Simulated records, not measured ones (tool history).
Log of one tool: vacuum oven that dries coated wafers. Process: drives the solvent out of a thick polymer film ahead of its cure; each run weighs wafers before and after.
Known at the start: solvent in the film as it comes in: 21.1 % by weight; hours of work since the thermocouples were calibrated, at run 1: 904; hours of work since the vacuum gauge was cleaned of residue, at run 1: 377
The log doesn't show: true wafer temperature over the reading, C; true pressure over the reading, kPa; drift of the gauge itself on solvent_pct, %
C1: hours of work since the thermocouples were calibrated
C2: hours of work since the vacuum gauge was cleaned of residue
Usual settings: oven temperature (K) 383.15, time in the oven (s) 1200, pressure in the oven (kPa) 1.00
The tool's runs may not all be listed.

{"run": 1, "day": 0.0, "oven temperature (K)": 383.15, "time in the oven (s)": 1200, "pressure in the oven (kPa)": 1.0, "C1": 904, "C2": 377, "solvent left in the film (%)": 3.45}
{"run": 2, "day": 0.629, "oven temperature (K)": 383.15, "time in the oven (s)": 1200, "pressure in the oven (kPa)": 1.0, "C1": 914, "C2": 387, "solvent left in the film (%)": 3.52}
{"run": 3, "day": 1.079, "oven temperature (K)": 383.15, "time in the oven (s)": 1200, "pressure in the oven (kPa)": 1.0, "C1": 921, "C2": 394, "solvent left in the film (%)": 3.46}
{"run": 4, "day": 1.375, "oven temperature (K)": 383.15, "time in the oven (s)": 1200, "pressure in the oven (kPa)": 1.66, "C1": 926, "C2": 399, "solvent left in the film (%)": 3.89}
{"run": 5, "day": 1.696, "oven temperature (K)": 383.15, "time in the oven (s)": 1200, "pressure in the oven (kPa)": 1.66, "C1": 931, "C2": 404, "solvent left in the film (%)": 3.85}
{"run": 6, "day": 2.125, "oven temperature (K)": 383.15, "time in the oven (s)": 600, "pressure in the oven (kPa)": 1.0, "C1": 938, "C2": 411, "solvent left in the film (%)": 7.6}
{"run": 7, "day": 2.629, "oven temperature (K)": 383.15, "time in the oven (s)": 600, "pressure in the oven (kPa)": 1.0, "C1": 946, "C2": 419, "solvent left in the film (%)": 7.66}
{"run": 8, "day": 2.975, "oven temperature (K)": 383.15, "time in the oven (s)": 1680, "pressure in the oven (kPa)": 1.0, "C1": 951, "C2": 425, "solvent left in the film (%)": 2.09}
{"run": 9, "day": 3.392, "oven temperature (K)": 383.15, "time in the oven (s)": 1680, "pressure in the oven (kPa)": 1.0, "C1": 958, "C2": 431, "solvent left in the film (%)": 2.03}
{"run": 10, "day": 3.808, "oven temperature (K)": 383.15, "time in the oven (s)": 1200, "pressure in the oven (kPa)": 1.0, "C1": 965, "C2": 438, "solvent left in the film (%)": 3.55}
{"run": 11, "day": 4.321, "oven temperature (K)": 383.15, "time in the oven (s)": 1200, "pressure in the oven (kPa)": 1.0, "C1": 973, "C2": 446, "solvent left in the film (%)": 3.5}
{"run": 12, "day": 4.808, "oven temperature (K)": 377.15, "time in the oven (s)": 1500, "pressure in the oven (kPa)": 1.0, "C1": 981, "C2": 454, "solvent left in the film (%)": 3.62}
{"run": 13, "day": 5.279, "oven temperature (K)": 392.15, "time in the oven (s)": 1440, "pressure in the oven (kPa)": 3.56, "C1": 988, "C2": 461, "solvent left in the film (%)": 2.32}
{"run": 14, "day": 5.762, "oven temperature (K)": 392.15, "time in the oven (s)": 1440, "pressure in the oven (kPa)": 3.56, "C1": 996, "C2": 469, "solvent left in the film (%)": 2.35}
{"run": 15, "day": 6.108, "oven temperature (K)": 383.15, "time in the oven (s)": 1380, "pressure in the oven (kPa)": 3.72, "C1": 1001, "C2": 474, "solvent left in the film (%)": 4.11}
{"run": 16, "day": 6.488, "oven temperature (K)": 381.15, "time in the oven (s)": 1200, "pressure in the oven (kPa)": 1.34, "C1": 1007, "C2": 480, "solvent left in the film (%)": 4.11}
{"run": 17, "day": 7.121, "oven temperature (K)": 381.15, "time in the oven (s)": 1200, "pressure in the oven (kPa)": 1.34, "C1": 1017, "C2": 491, "solvent left in the film (%)": 4.2}
{"run": 18, "day": 7.546, "oven temperature (K)": 383.15, "time in the oven (s)": 1080, "pressure in the oven (kPa)": 1.57, "C1": 1024, "C2": 497, "solvent left in the film (%)": 4.36}
{"run": 19, "day": 7.971, "oven temperature (K)": 385.15, "time in the oven (s)": 900, "pressure in the oven (kPa)": 2.49, "C1": 1031, "C2": 504, "solvent left in the film (%)": 5.19}
{"run": 20, "day": 8.233, "oven temperature (K)": 388.15, "time in the oven (s)": 900, "pressure in the oven (kPa)": 1.18, "C1": 1035, "C2": 508, "solvent left in the film (%)": 4.13}
{"run": 21, "day": 8.808, "oven temperature (K)": 373.15, "time in the oven (s)": 1680, "pressure in the oven (kPa)": 0.89, "C1": 1044, "C2": 517, "solvent left in the film (%)": 3.83}

4 ways to go on from here, each from the tool as it stands after run 21. What would each give?
{"run": "A", "day": 9.208, "oven temperature (K)": 378.15, "time in the oven (s)": 1680, "pressure in the oven (kPa)": 0.89, "C1": 1051, "C2": 524, "solvent left in the film (%)": "?"}
{"run": "B", "day": 9.208, "oven temperature (K)": 391.15, "time in the oven (s)": 2040, "pressure in the oven (kPa)": 0.75, "C1": 1051, "C2": 524, "solvent left in the film (%)": "?"}
{"run": "C", "day": 9.208, "oven temperature (K)": 397.15, "time in the oven (s)": 1200, "pressure in the oven (kPa)": 3.4, "C1": 1051, "C2": 524, "solvent left in the film (%)": "?"}
{"run": "D", "day": 9.208, "oven temperature (K)": 386.15, "time in the oven (s)": 1500, "pressure in the oven (kPa)": 2.63, "C1": 1051, "C2": 524, "solvent left in the film (%)": "?"}

run=A solvent_left_in_the_film_(%)=2.84
run=B solvent_left_in_the_film_(%)=0.72
run=C solvent_left_in_the_film_(%)=2.18
run=D solvent_left_in_the_film_(%)=2.77
Without the tool's hidden state the same runs would have given:
run=A solvent_left_in_the_film_(%)=2.45
run=B solvent_left_in_the_film_(%)=0.58
run=C solvent_left_in_the_film_(%)=1.91
run=D solvent_left_in_the_film_(%)=2.43
